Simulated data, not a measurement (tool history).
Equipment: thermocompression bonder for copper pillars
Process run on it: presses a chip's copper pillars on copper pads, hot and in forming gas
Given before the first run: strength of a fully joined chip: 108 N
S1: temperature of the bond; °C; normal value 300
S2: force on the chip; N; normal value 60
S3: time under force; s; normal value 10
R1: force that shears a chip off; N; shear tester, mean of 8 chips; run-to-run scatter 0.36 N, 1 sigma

{"run": 1, "hour": 0.0, "S1": 300, "S2": 60, "S3": 10, "R1": 39.8}
{"run": 2, "hour": 7.8, "S1": 300, "S2": 60, "S3": 10, "R1": 40.1}
{"run": 3, "hour": 18.1, "S1": 300, "S2": 60, "S3": 10, "R1": 39.9}
{"run": 4, "hour": 30.6, "S1": 300, "S2": 60, "S3": 10, "R1": 39.8}
{"run": 5, "hour": 40.0, "S1": 300, "S2": 60, "S3": 10, "R1": 39.7}
{"run": 6, "hour": 53.6, "S1": 300, "S2": 60, "S3": 10, "R1": 39.6}
{"run": 7, "hour": 66.6, "S1": 300, "S2": 60, "S3": 10, "R1": 39.7}
{"run": 8, "hour": 85.6, "S1": 300, "S2": 60, "S3": 10, "R1": 39.5}
{"run": 9, "hour": 97.5, "S1": 300, "S2": 60, "S3": 10, "R1": 39.7}
{"run": 10, "hour": 116.2, "S1": 300, "S2": 60, "S3": 5, "R1": 30.1}
{"run": 11, "hour": 126.4, "S1": 300, "S2": 75, "S3": 5, "R1": 34.5}
{"run": 12, "hour": 141.3, "S1": 300, "S2": 75, "S3": 5, "R1": 35.1}
{"run": 13, "hour": 156.3, "S1": 300, "S2": 60, "S3": 10, "R1": 39.7}
{"run": 14, "hour": 164.2, "S1": 300, "S2": 60, "S3": 10, "R1": 39.1}
{"run": 15, "hour": 181.4, "S1": 300, "S2": 60, "S3": 10, "R1": 39.7}
{"run": 16, "hour": 189.4, "S1": 300, "S2": 60, "S3": 10, "R1": 39.5}
{"run": 17, "hour": 199.2, "S1": 300, "S2": 60, "S3": 10, "R1": 39.9}
{"run": 18, "hour": 211.7, "S1": 300, "S2": 60, "S3": 10, "R1": 40.1}
{"run": 19, "hour": 226.4, "S1": 300, "S2": 60, "S3": 10, "R1": 40}
{"run": 20, "hour": 240.6, "S1": 300, "S2": 60, "S3": 10, "R1": 40.4}
{"run": 21, "hour": 248.6, "S1": 300, "S2": 73, "S3": 16, "R1": 53.8}
{"run": 22, "hour": 256.4, "S1": 282, "S2": 90, "S3": 24, "R1": 56.4}
{"run": 23, "hour": 269.6, "S1": 279, "S2": 90, "S3": 10, "R1": 39.5}
{"run": 24, "hour": 279.7, "S1": 292, "S2": 80, "S3": 11, "R1": 44.5}
{"run": 25, "hour": 293.4, "S1": 303, "S2": 44, "S3": 22, "R1": 46.2}
{"run": 26, "hour": 305.1, "S1": 291, "S2": 86, "S3": 6, "R1": 36.5}
{"run": 27, "hour": 314.5, "S1": 309, "S2": 50, "S3": 6, "R1": 32.5}
{"run": 28, "hour": 324.1, "S1": 300, "S2": 49, "S3": 6, "R1": 28.3}
{"run": 29, "hour": 336.8, "S1": 300, "S2": 49, "S3": 6, "R1": 28.9}
{"run": 30, "hour": 352.5, "S1": 300, "S2": 49, "S3": 6, "R1": 28.8}
{"run": 31, "hour": 361.3, "S1": 300, "S2": 49, "S3": 6, "R1": 28.5}
{"run": 32, "hour": 371.2, "S1": 300, "S2": 53, "S3": 6, "R1": 29.7}
{"run": 33, "hour": 390.1, "S1": 296, "S2": 37, "S3": 6, "R1": 22.3}
{"run": 34, "hour": 402.3, "S1": 275, "S2": 47, "S3": 11, "R1": 25.9}
{"run": 35, "hour": 417.2, "S1": 275, "S2": 47, "S3": 11, "R1": 25.7}
{"run": 36, "hour": 425.4, "S1": 275, "S2": 47, "S3": 14, "R1": 28.6}
{"run": 37, "hour": 439.1, "S1": 300, "S2": 42, "S3": 18, "R1": 39.9}
{"run": 38, "hour": 451.3, "S1": 286, "S2": 54, "S3": 10, "R1": 31.3}
{"run": 39, "hour": 468.9, "S1": 284, "S2": 38, "S3": 28, "R1": 36.9}

Removed from this log: 1 entry logged between the listed runs. Between which two listed runs does each belong, and how does the tool's hidden state at the listed run before it compare with that at the listed run after it?
After run 18, before run 19: forming gas filter changed (hour 215.6)
  oxide that the forming gas leaves, % of the face: 0.61 -> 0.5
